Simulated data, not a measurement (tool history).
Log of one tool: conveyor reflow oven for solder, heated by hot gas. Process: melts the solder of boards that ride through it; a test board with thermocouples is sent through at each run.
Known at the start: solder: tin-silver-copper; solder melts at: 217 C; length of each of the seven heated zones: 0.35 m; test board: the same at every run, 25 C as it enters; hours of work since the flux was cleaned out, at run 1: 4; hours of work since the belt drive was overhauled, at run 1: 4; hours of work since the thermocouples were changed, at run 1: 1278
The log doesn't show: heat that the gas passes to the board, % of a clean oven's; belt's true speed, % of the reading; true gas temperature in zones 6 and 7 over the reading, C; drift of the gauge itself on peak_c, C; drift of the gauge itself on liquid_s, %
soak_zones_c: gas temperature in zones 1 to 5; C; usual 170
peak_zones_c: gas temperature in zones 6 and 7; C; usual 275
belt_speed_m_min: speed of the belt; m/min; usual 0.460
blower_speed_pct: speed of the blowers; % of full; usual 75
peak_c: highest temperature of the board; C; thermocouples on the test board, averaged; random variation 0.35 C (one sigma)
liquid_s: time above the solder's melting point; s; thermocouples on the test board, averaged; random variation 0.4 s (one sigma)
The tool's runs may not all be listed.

run   hour  soak_zones_c  peak_zones_c  belt_speed_m_min  blower_speed_pct  hours of work since the flux was cleaned out  hours of work since the belt drive was overhauled  hours of work since the thermocouples were changed  peak_c  liquid_s
  1    0.0           170           275             0.460                75                                             4                                                  4                                                1278   263.5      75.8
  2   29.7           170           275             0.460                75                                            21                                                 21                                                1295   263.2      75.4
  3   53.5           170           275             0.460                75                                            35                                                 35                                                1309   264.1      75.6
  4   79.2           170           275             0.460                75                                            50                                                 50                                                1323   263.0      75.3
  5  125.1           170           275             0.460                75                                            76                                                 76                                                1350   263.2      74.9
  6  164.4           170           275             0.460                75                                            99                                                 99                                                1373   263.1      75.3
  7  208.1           170           282             0.460                75                                           124                                                124                                                1398   269.0      78.7
  8  234.0           170           282             0.460                75                                           139                                                139                                                1413   268.8      77.9
     243.6  -- thermocouples of zones 6 and 7 changed
  9  279.8           170           282             0.460                75                                           164                                                164                                                  21   264.9      76.0
     295.9  -- flux residue cleaned out of gas plates and filters
 10  329.5           156           267             0.460                75                                            19                                                190                                                  47   250.2      60.9

Forecast run 11:
     337.0  -- belt drive overhauled, speed set with a stopwatch
 11  358.1           179           290             0.513                75                                            34                                                 12                                                  61       ?         ?

{"run 11": {"peak_c": 270.6, "liquid_s": 75.2}}
Without the tool's hidden state the same run would have given peak_c 270.3 C, liquid_s 74.6 s.

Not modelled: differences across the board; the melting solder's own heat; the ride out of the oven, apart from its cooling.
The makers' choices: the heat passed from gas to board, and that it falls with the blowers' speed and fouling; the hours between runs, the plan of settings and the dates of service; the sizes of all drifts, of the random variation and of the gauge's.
